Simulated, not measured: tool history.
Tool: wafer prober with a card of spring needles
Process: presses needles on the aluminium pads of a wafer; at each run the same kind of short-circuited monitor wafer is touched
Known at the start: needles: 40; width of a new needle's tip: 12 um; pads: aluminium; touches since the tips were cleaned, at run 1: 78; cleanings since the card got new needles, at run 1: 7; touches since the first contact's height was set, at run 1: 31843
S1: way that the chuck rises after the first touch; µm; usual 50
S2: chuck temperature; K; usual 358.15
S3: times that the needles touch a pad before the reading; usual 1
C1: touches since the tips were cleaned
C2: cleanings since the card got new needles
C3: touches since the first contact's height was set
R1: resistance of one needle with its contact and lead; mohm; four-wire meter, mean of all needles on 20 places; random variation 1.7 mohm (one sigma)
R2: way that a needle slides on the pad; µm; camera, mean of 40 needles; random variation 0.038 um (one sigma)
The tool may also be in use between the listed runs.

| run | day | S1 | S2 | S3 | C1 | C2 | C3 | R1 | R2 |
|---|---|---|---|---|---|---|---|---|---|
| 1 | 0 | 50 | 358.15 | 1 | 78 | 7 | 31843 | 177 | 12.35 |
| 2 | 0.212 | 50 | 358.15 | 1 | 819 | 7 | 32584 | 176 | 12.37 |
| 3 | 0.429 | 50 | 343.15 | 1 | 1583 | 7 | 33348 | 177 | 12.39 |
| 4 | 0.617 | 64 | 358.15 | 1 | 2237 | 7 | 34002 | 176 | 15.88 |
| 5 | 0.971 | 64 | 358.15 | 1 | 3484 | 7 | 35249 | 177 | 15.86 |
|  | 1.133 | tips cleaned on abrasive film |
| 6 | 1.183 | 64 | 358.15 | 1 | 171 | 8 | 35977 | 177 | 15.83 |
| 7 | 1.367 | 64 | 358.15 | 1 | 818 | 8 | 36624 | 176 | 15.93 |
| 8 | 1.546 | 64 | 358.15 | 1 | 1450 | 8 | 37256 | 175 | 15.92 |
| 9 | 1.825 | 64 | 358.15 | 2 | 2422 | 8 | 38228 | 175 | 16.04 |
| 10 | 2.075 | 64 | 358.15 | 2 | 3307 | 8 | 39113 | 177 | 15.97 |
|  | 2.271 | tips cleaned on abrasive film |
| 11 | 2.354 | 64 | 358.15 | 2 | 290 | 9 | 40071 | 176 | 16.01 |
| 12 | 2.592 | 50 | 358.15 | 1 | 1115 | 9 | 40896 | 178 | 12.42 |
| 13 | 2.862 | 50 | 358.15 | 1 | 2069 | 9 | 41850 | 182 | 12.54 |
| 14 | 3.125 | 50 | 358.15 | 1 | 2998 | 9 | 42779 | 178 | 12.47 |
| 15 | 3.292 | 50 | 358.15 | 1 | 3580 | 9 | 43361 | 179 | 12.51 |
|  | 3.421 | tips cleaned on abrasive film |
| 16 | 3.596 | 50 | 358.15 | 1 | 615 | 10 | 44414 | 180 | 12.48 |
| 17 | 3.879 | 64 | 358.15 | 1 | 1603 | 10 | 45402 | 179 | 16.06 |
| 18 | 4.083 | 64 | 340.15 | 1 | 2320 | 10 | 46119 | 172 | 16.02 |
| 19 | 4.321 | 36 | 306.15 | 1 | 3160 | 10 | 46959 | 170 | 9.05 |
| 20 | 4.529 | 36 | 306.15 | 1 | 3883 | 10 | 47682 | 172 | 9 |
|  | 4.562 | tips cleaned on abrasive film |
| 21 | 4.892 | 40 | 317.15 | 1 | 1150 | 11 | 48942 | 173 | 10 |
| 22 | 5.212 | 40 | 317.15 | 1 | 2271 | 11 | 50063 | 170 | 10.12 |
| 23 | 5.488 | 50 | 317.15 | 2 | 3240 | 11 | 51032 | 171 | 12.73 |
|  | 5.708 | tips cleaned on abrasive film |
| 24 | 5.775 | 50 | 317.15 | 2 | 233 | 12 | 52026 | 169 | 12.61 |
| 25 | 5.992 | 50 | 371.15 | 3 | 988 | 12 | 52781 | 184 | 12.64 |
| 26 | 6.188 | 66 | 358.15 | 3 | 1683 | 12 | 53476 | 174 | 16.73 |
|  | 6.308 | gauge calibrated |
| 27 | 6.383 | 66 | 358.15 | 3 | 2362 | 12 | 54155 | 173 | 16.32 |
| 28 | 6.596 | 52 | 330.15 | 2 | 3104 | 12 | 54897 | 174 | 12.86 |
|  | 6.867 | tips cleaned on abrasive film |
| 29 | 6.933 | 57 | 320.15 | 1 | 242 | 13 | 56074 | 168 | 14.11 |
| 30 | 7.208 | 58 | 305.15 | 3 | 1206 | 13 | 57038 | 164 | 14.43 |
| 31 | 7.542 | 35 | 393.15 | 1 | 2376 | 13 | 58208 | 191 | 8.7 |
| 32 | 7.85 | 49 | 366.15 | 1 | 3457 | 13 | 59289 | 178 | 12.23 |
|  | 8.017 | tips cleaned on abrasive film |
| 33 | 8.229 | 70 | 366.15 | 1 | 746 | 14 | 60605 | 173 | 17.42 |
| 34 | 8.538 | 55 | 344.15 | 2 | 1824 | 14 | 61683 | 173 | 13.74 |
| 35 | 8.879 | 40 | 361.15 | 1 | 3027 | 14 | 62886 | 183 | 10.01 |
| 36 | 9.15 | 60 | 361.15 | 2 | 3967 | 14 | 63826 | 178 | 15.04 |

3 ways to go on from here, each from the tool as it stands after run 36. What would each give?
|  | 9.175 | tips cleaned on abrasive film |
| A | 9.333 | 40 | 344.15 | 2 | 558 | 15 | 64458 | ? | ? |
|  | 9.175 | tips cleaned on abrasive film |
| B | 9.333 | 67 | 358.15 | 1 | 558 | 15 | 64458 | ? | ? |
|  | 9.175 | tips cleaned on abrasive film |
| C | 9.333 | 58 | 306.15 | 3 | 558 | 15 | 64458 | ? | ? |

| run | R1 | R2 |
|---|---|---|
| A | 178 | 10.1 |
| B | 175 | 16.77 |
| C | 165 | 14.53 |
Without the tool's hidden state the same runs would have given:
| run | R1 | R2 |
|---|---|---|
| A | 177 | 9.97 |
| B | 175 | 16.56 |
| C | 165 | 14.35 |

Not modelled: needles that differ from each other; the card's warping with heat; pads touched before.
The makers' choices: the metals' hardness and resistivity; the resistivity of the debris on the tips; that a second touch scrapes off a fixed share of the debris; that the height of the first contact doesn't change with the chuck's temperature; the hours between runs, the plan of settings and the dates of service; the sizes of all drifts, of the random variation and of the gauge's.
